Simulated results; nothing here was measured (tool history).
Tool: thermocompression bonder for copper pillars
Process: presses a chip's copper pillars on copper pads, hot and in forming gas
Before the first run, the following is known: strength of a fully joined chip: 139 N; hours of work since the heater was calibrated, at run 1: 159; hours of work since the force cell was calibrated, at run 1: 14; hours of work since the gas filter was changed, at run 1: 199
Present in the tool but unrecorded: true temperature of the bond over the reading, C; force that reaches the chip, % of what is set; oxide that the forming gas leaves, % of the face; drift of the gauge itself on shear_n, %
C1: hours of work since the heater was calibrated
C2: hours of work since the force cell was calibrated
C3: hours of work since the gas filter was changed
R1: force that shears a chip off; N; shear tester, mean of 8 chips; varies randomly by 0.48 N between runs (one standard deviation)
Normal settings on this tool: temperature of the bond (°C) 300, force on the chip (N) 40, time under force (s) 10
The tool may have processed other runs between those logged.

{"run": 1, "hour": 0.0, "temperature of the bond (°C)": 300, "force on the chip (N)": 40, "time under force (s)": 10, "C1": 159, "C2": 14, "C3": 199, "R1": 67.0}
{"run": 2, "hour": 10.1, "temperature of the bond (°C)": 300, "force on the chip (N)": 40, "time under force (s)": 10, "C1": 166, "C2": 21, "C3": 206, "R1": 66.7}
{"run": 3, "hour": 16.1, "temperature of the bond (°C)": 300, "force on the chip (N)": 40, "time under force (s)": 6, "C1": 170, "C2": 25, "C3": 210, "R1": 55.6}
{"run": 4, "hour": 26.3, "temperature of the bond (°C)": 293, "force on the chip (N)": 40, "time under force (s)": 10, "C1": 177, "C2": 31, "C3": 216, "R1": 60.8}
{"run": 5, "hour": 31.6, "temperature of the bond (°C)": 300, "force on the chip (N)": 40, "time under force (s)": 10, "C1": 180, "C2": 35, "C3": 220, "R1": 66.5}
{"run": 6, "hour": 38.5, "temperature of the bond (°C)": 300, "force on the chip (N)": 40, "time under force (s)": 26, "C1": 185, "C2": 39, "C3": 224, "R1": 90.3}
{"run": 7, "hour": 43.1, "temperature of the bond (°C)": 300, "force on the chip (N)": 40, "time under force (s)": 10, "C1": 188, "C2": 42, "C3": 227, "R1": 67.6}
{"run": 8, "hour": 51.5, "temperature of the bond (°C)": 300, "force on the chip (N)": 40, "time under force (s)": 10, "C1": 193, "C2": 48, "C3": 233, "R1": 66.6}
{"run": 9, "hour": 60.7, "temperature of the bond (°C)": 300, "force on the chip (N)": 40, "time under force (s)": 22, "C1": 199, "C2": 54, "C3": 239, "R1": 87.2}
{"run": 10, "hour": 68.0, "temperature of the bond (°C)": 330, "force on the chip (N)": 30, "time under force (s)": 10, "C1": 204, "C2": 59, "C3": 244, "R1": 80.4}
{"run": 11, "hour": 78.4, "temperature of the bond (°C)": 330, "force on the chip (N)": 30, "time under force (s)": 10, "C1": 211, "C2": 65, "C3": 250, "R1": 80.2}
{"run": 12, "hour": 88.4, "temperature of the bond (°C)": 330, "force on the chip (N)": 31, "time under force (s)": 14, "C1": 217, "C2": 72, "C3": 257, "R1": 89.4}
{"run": 13, "hour": 97.3, "temperature of the bond (°C)": 285, "force on the chip (N)": 36, "time under force (s)": 5, "C1": 223, "C2": 78, "C3": 263, "R1": 39.0}
{"run": 14, "hour": 103.8, "temperature of the bond (°C)": 289, "force on the chip (N)": 36, "time under force (s)": 10, "C1": 227, "C2": 82, "C3": 267, "R1": 55.4}
{"run": 15, "hour": 114.6, "temperature of the bond (°C)": 289, "force on the chip (N)": 36, "time under force (s)": 10, "C1": 234, "C2": 89, "C3": 274, "R1": 55.5}
{"run": 16, "hour": 119.7, "temperature of the bond (°C)": 300, "force on the chip (N)": 39, "time under force (s)": 16, "C1": 238, "C2": 93, "C3": 277, "R1": 75.9}
{"run": 17, "hour": 130.3, "temperature of the bond (°C)": 300, "force on the chip (N)": 39, "time under force (s)": 16, "C1": 245, "C2": 99, "C3": 284, "R1": 77.6}

What if the next run were any one of these 4? Each begins from the tool's condition after run 17:
{"run": "A", "hour": 141.0, "temperature of the bond (°C)": 319, "force on the chip (N)": 41, "time under force (s)": 8, "C1": 252, "C2": 106, "C3": 291, "R1": "?"}
{"run": "B", "hour": 141.0, "temperature of the bond (°C)": 291, "force on the chip (N)": 39, "time under force (s)": 16, "C1": 252, "C2": 106, "C3": 291, "R1": "?"}
{"run": "C", "hour": 141.0, "temperature of the bond (°C)": 275, "force on the chip (N)": 25, "time under force (s)": 16, "C1": 252, "C2": 106, "C3": 291, "R1": "?"}
{"run": "D", "hour": 141.0, "temperature of the bond (°C)": 275, "force on the chip (N)": 44, "time under force (s)": 13, "C1": 252, "C2": 106, "C3": 291, "R1": "?"}

run=A R1=77.1
run=B R1=70.0
run=C R1=44.1
run=D R1=55.7
Take away the tool's hidden state, keep each run's random variation, and the runs would have read:
run=A R1=77.2
run=B R1=70.0
run=C R1=44.1
run=D R1=55.8

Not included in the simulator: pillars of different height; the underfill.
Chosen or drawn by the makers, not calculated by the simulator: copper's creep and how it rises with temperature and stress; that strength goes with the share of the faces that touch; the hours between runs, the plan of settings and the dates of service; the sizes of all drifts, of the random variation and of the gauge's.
